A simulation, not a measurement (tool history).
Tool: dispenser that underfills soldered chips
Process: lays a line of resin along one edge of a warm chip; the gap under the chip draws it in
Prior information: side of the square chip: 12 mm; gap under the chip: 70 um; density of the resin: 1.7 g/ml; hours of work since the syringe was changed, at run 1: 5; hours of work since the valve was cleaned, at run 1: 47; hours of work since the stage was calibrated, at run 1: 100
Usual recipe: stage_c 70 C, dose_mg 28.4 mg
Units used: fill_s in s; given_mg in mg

run,hour,stage_c,dose_mg,hours of work since the syringe was changed,hours of work since the valve was cleaned,hours of work since the stage was calibrated,fill_s,given_mg
1,0.0,70,28.4,5,47,100,57.8,27.01
# hour 3.5: dispensing valve cleaned and set on the balance
2,4.6,70,28.4,7,1,103,71.3,28.38
# hour 7.2: new syringe of resin
3,9.3,70,28.4,2,4,106,44.9,28.26
4,13.8,70,24.2,5,8,109,60.4,24.06
5,18.7,70,24.2,9,11,113,81.2,24.03
# hour 19.5: new syringe of resin
6,23.5,70,24.2,3,15,117,52.6,23.69
7,27.1,84,28.4,6,18,119,37.2,28.00
# hour 31.6: new syringe of resin
8,31.7,70,26.3,0,21,123,41.6,25.64
9,36.0,70,26.3,3,24,126,54.4,25.54
10,40.5,57,28.1,7,28,130,119.3,27.37
11,43.1,57,28.1,9,30,131,139.6,27.20
# hour 43.8: new syringe of resin
12,46.5,84,26.0,2,32,134,28.0,25.18
13,51.1,67,24.2,6,36,137,73.7,23.31
14,54.8,70,30.9,8,39,140,77.9,29.76
# hour 55.9: new syringe of resin
15,59.8,84,29.2,3,42,144,30.9,28.00

Branching from run 15: 4 alternative next runs. What would each branch give?
A,62.1,66,30.7,5,44,146,?,?
B,62.1,74,27.1,5,44,146,?,?
C,62.1,70,26.9,5,44,146,?,?
D,62.1,75,28.7,5,44,146,?,?

run,fill_s,given_mg
A,69.7,29.35
B,50.6,25.78
C,60.7,25.60
D,49.8,27.29
With no hidden state in the tool, these same runs would have given:
run,fill_s,given_mg
A,49.0,30.75
B,35.3,27.01
C,42.6,26.83
D,34.9,28.59

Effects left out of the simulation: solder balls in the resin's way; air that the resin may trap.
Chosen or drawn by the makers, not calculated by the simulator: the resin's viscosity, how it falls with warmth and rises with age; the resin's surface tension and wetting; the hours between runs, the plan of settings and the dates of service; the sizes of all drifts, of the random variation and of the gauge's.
